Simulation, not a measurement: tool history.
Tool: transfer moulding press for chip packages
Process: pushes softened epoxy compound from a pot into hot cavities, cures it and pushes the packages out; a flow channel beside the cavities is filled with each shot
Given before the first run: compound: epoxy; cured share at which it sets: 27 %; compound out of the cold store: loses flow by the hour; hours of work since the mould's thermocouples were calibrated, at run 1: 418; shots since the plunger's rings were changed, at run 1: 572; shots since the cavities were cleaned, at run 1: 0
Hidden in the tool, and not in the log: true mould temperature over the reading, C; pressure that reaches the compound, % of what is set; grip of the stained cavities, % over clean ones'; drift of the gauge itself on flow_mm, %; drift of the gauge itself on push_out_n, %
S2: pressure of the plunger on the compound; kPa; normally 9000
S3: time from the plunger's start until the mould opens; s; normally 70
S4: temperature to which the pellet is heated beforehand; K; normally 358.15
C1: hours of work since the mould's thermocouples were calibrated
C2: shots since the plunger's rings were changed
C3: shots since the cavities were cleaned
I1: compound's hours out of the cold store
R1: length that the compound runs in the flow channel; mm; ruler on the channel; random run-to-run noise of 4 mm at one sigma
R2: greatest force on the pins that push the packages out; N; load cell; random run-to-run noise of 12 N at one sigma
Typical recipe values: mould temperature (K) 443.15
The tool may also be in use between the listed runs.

run 1 hour=0.0 | mould_temperature_(K)=443.15 S2=9000 S3=70 S4=358.15 | C1=418 C2=572 C3=0 | I1=33.4 | R1=840 R2=545
-- hour=38.3 cavities cleaned with cleaning compound and waxed
run 2 hour=55.3 | mould_temperature_(K)=443.15 S2=9000 S3=70 S4=358.15 | C1=459 C2=1516 C3=298 | I1=34.5 | R1=828 R2=539
-- hour=76.8 cavities cleaned with cleaning compound and waxed
run 3 hour=94.1 | mould_temperature_(K)=443.15 S2=9000 S3=70 S4=358.15 | C1=487 C2=2170 C3=303 | I1=20.9 | R1=913 R2=542
-- hour=116.8 cavities cleaned with cleaning compound and waxed
-- hour=123.4 plunger's sealing rings changed
run 4 hour=149.6 | mould_temperature_(K)=443.15 S2=9000 S3=70 S4=358.15 | C1=526 C2=460 C3=532 | I1=18.4 | R1=925 R2=548
-- hour=155.9 cavities cleaned with cleaning compound and waxed
-- hour=193.4 cavities cleaned with cleaning compound and waxed
run 5 hour=206.2 | mould_temperature_(K)=443.15 S2=9000 S3=70 S4=358.15 | C1=567 C2=1400 C3=225 | I1=27.6 | R1=868 R2=535
-- hour=232.0 cavities cleaned with cleaning compound and waxed
run 6 hour=241.2 | mould_temperature_(K)=443.15 S2=9000 S3=70 S4=358.15 | C1=592 C2=1987 C3=162 | I1=33.9 | R1=831 R2=536
-- hour=270.0 cavities cleaned with cleaning compound and waxed
run 7 hour=276.2 | mould_temperature_(K)=443.15 S2=9000 S3=70 S4=358.15 | C1=617 C2=2575 C3=109 | I1=44.2 | R1=775 R2=510
-- hour=284.5 plunger's sealing rings changed
-- hour=310.9 cavities cleaned with cleaning compound and waxed
run 8 hour=342.0 | mould_temperature_(K)=443.15 S2=9000 S3=99 S4=357.15 | C1=664 C2=984 C3=547 | I1=24.9 | R1=889 R2=452
-- hour=349.3 cavities cleaned with cleaning compound and waxed
-- hour=386.0 cavities cleaned with cleaning compound and waxed
run 9 hour=396.3 | mould_temperature_(K)=443.15 S2=9000 S3=99 S4=357.15 | C1=703 C2=1883 C3=181 | I1=16.8 | R1=943 R2=458
-- hour=424.2 cavities cleaned with cleaning compound and waxed
-- hour=442.3 plunger's sealing rings changed
-- hour=463.9 cavities cleaned with cleaning compound and waxed
run 10 hour=475.8 | mould_temperature_(K)=441.15 S2=9000 S3=65 S4=356.15 | C1=759 C2=560 C3=208 | I1=47.6 | R1=765 R2=663
-- hour=484.1 mould's thermocouples calibrated
-- hour=504.7 cavities cleaned with cleaning compound and waxed
run 11 hour=529.4 | mould_temperature_(K)=436.15 S2=8500 S3=65 S4=364.15 | C1=33 C2=1440 C3=434 | I1=10.7 | R1=980 R2=1017
-- hour=544.6 cavities cleaned with cleaning compound and waxed
run 12 hour=577.8 | mould_temperature_(K)=436.15 S2=8500 S3=65 S4=364.15 | C1=69 C2=2263 C3=584 | I1=18.1 | R1=931 R2=952
-- hour=585.8 cavities cleaned with cleaning compound and waxed
-- hour=605.6 plunger's sealing rings changed
run 13 hour=621.8 | mould_temperature_(K)=436.15 S2=9000 S3=62 S4=358.15 | C1=99 C2=285 C3=589 | I1=18.7 | R1=962 R2=1124

What if the next run were any one of these 3? Each begins from the tool's condition after run 13:
-- hour=629.6 cavities cleaned with cleaning compound and waxed
-- hour=669.5 cavities cleaned with cleaning compound and waxed
run A hour=692.4 | mould_temperature_(K)=443.15 S2=8580 S3=70 S4=361.15 | C1=151 C2=1470 C3=403 | I1=31.6 | R1=? R2=?
-- hour=629.6 cavities cleaned with cleaning compound and waxed
-- hour=669.5 cavities cleaned with cleaning compound and waxed
run B hour=692.4 | mould_temperature_(K)=448.15 S2=9000 S3=90 S4=358.15 | C1=151 C2=1470 C3=403 | I1=12.7 | R1=? R2=?
-- hour=629.6 cavities cleaned with cleaning compound and waxed
-- hour=669.5 cavities cleaned with cleaning compound and waxed
run C hour=692.4 | mould_temperature_(K)=443.15 S2=8100 S3=62 S4=358.15 | C1=151 C2=1470 C3=403 | I1=21.1 | R1=? R2=?

run=A R1=828 R2=526
run=B R1=953 R2=444
run=C R1=870 R2=713
Without the tool's hidden state the same runs would have given:
run=A R1=828 R2=523
run=B R1=953 R2=442
run=C R1=870 R2=709
